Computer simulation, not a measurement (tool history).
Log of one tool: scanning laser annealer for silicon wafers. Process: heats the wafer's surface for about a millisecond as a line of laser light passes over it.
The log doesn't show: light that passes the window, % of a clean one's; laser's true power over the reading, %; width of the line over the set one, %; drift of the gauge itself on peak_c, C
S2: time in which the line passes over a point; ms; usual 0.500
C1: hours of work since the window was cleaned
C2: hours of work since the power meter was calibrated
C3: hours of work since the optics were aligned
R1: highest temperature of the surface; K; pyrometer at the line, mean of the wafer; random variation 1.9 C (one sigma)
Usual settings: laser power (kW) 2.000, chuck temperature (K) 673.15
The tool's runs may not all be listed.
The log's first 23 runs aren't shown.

{"run": 24, "day": 9.45, "laser power (kW)": 1.868, "S2": 0.407, "chuck temperature (K)": 673.15, "C1": 18, "C2": 321, "C3": 1620, "R1": 1256.15}
{"run": 25, "day": 9.804, "laser power (kW)": 1.868, "S2": 0.407, "chuck temperature (K)": 673.15, "C1": 23, "C2": 326, "C3": 1625, "R1": 1256.15}
{"run": 26, "day": 10.167, "laser power (kW)": 1.765, "S2": 0.611, "chuck temperature (K)": 673.15, "C1": 27, "C2": 331, "C3": 1630, "R1": 1355.15}
{"run": 27, "day": 10.608, "laser power (kW)": 1.765, "S2": 0.611, "chuck temperature (K)": 673.15, "C1": 33, "C2": 337, "C3": 1636, "R1": 1353.15}
{"run": 28, "day": 10.933, "laser power (kW)": 1.874, "S2": 0.394, "chuck temperature (K)": 673.15, "C1": 38, "C2": 341, "C3": 1640, "R1": 1244.15}
{"run": 29, "day": 11.233, "laser power (kW)": 1.999, "S2": 0.459, "chuck temperature (K)": 698.15, "C1": 42, "C2": 345, "C3": 1644, "R1": 1375.15}
{"day": 11.404, "done": "window over the wafer cleaned, once more"}
{"run": 30, "day": 11.854, "laser power (kW)": 2.056, "S2": 0.602, "chuck temperature (K)": 670.15, "C1": 6, "C2": 352, "C3": 1651, "R1": 1575.15}
{"run": 31, "day": 12.125, "laser power (kW)": 2.056, "S2": 0.602, "chuck temperature (K)": 670.15, "C1": 10, "C2": 356, "C3": 1655, "R1": 1580.15}
{"run": 32, "day": 12.588, "laser power (kW)": 2.094, "S2": 0.355, "chuck temperature (K)": 675.15, "C1": 16, "C2": 362, "C3": 1661, "R1": 1363.15}

Forecast each of these 4 alternatives for the next run:
{"run": "A", "day": 12.996, "laser power (kW)": 2.0, "S2": 0.5, "chuck temperature (K)": 672.15, "C1": 21, "C2": 367, "C3": 1666, "R1": "?"}
{"run": "B", "day": 12.996, "laser power (kW)": 1.832, "S2": 0.5, "chuck temperature (K)": 704.15, "C1": 21, "C2": 367, "C3": 1666, "R1": "?"}
{"run": "C", "day": 12.996, "laser power (kW)": 2.094, "S2": 0.355, "chuck temperature (K)": 695.15, "C1": 21, "C2": 367, "C3": 1666, "R1": "?"}
{"run": "D", "day": 12.996, "laser power (kW)": 2.087, "S2": 0.423, "chuck temperature (K)": 686.15, "C1": 21, "C2": 367, "C3": 1666, "R1": "?"}

run=A R1=1458.15
run=B R1=1411.15
run=C R1=1385.15
run=D R1=1442.15
Without the tool's hidden state the same runs would have given:
run=A R1=1481.15
run=B R1=1431.15
run=C R1=1404.15
run=D R1=1463.15
